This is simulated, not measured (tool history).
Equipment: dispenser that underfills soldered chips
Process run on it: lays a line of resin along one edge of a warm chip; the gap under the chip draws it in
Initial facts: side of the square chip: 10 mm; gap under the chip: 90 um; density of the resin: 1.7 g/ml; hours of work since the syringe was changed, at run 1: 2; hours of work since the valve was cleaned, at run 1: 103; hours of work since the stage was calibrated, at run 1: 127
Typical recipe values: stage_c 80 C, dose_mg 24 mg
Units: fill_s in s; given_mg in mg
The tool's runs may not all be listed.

run	hour	stage_c	dose_mg	hours of work since the syringe was changed	hours of work since the valve was cleaned	hours of work since the stage was calibrated	fill_s	given_mg
1	0	80	24	2	103	127	24.4	21.33
2	4.1	80	24	5	106	130	27.9	21.22
# hour 5: new syringe of resin
3	8.6	80	24	2	109	132	25.2	21.35
# hour 13.1: new syringe of resin
4	16	80	24	2	113	137	23.8	21.34
5	19.8	80	26.3	5	116	140	27.2	23.07
# hour 21.7: new syringe of resin
6	25.2	80	26.3	2	119	143	24.3	23.27
7	29.3	80	24	5	122	146	28.4	20.99
# hour 30.1: new syringe of resin
8	33	80	24	2	125	149	23.3	20.78
# hour 38.2: new syringe of resin
9	40.5	80	29.8	2	130	154	23.1	25.96
# hour 46.2: new syringe of resin
10	47.2	80	29.8	1	134	158	21.5	25.61
11	53.5	80	29.8	5	138	162	27.5	25.64
# hour 54.5: new syringe of resin
12	57.6	78	24	2	141	165	25.8	20.48
# hour 59.9: dispensing valve cleaned and set on the balance
13	62.2	78	24	5	2	167	29.2	24.13
# hour 63.7: new syringe of resin
14	66.1	78	22.7	2	4	170	24.2	22.7
15	71.2	78	22.7	5	8	173	29.4	22.57
# hour 72.1: new syringe of resin
16	76.6	78	22.7	3	11	177	27.7	22.62
# hour 80.1: new syringe of resin
17	82.9	78	22.7	2	15	181	24.3	22.3
# hour 88.1: new syringe of resin
18	88.2	78	22.7	0	19	184	22.9	22.39
19	91.9	93	27.7	3	21	187	15	27.37
# hour 96.4: new syringe of resin
20	97	92	23.1	0	24	190	14	22.53
21	101	86	24	3	27	193	20.1	23.31
# hour 104.6: new syringe of resin
22	108.3	86	24	3	32	198	18.8	23.3
# hour 112.7: new syringe of resin
23	116	78	28.4	2	37	203	25.4	27.61

Forecast run 24:
# hour 120.7: new syringe of resin
24	123	78	24	2	42	207	?	?

Run 24 yielded fill_s 24.6 s, given_mg 23.2 mg.
If the tool had no hidden condition, the same run with the same run-to-run variation would have returned fill_s 23.6 s, given_mg 24.1 mg.
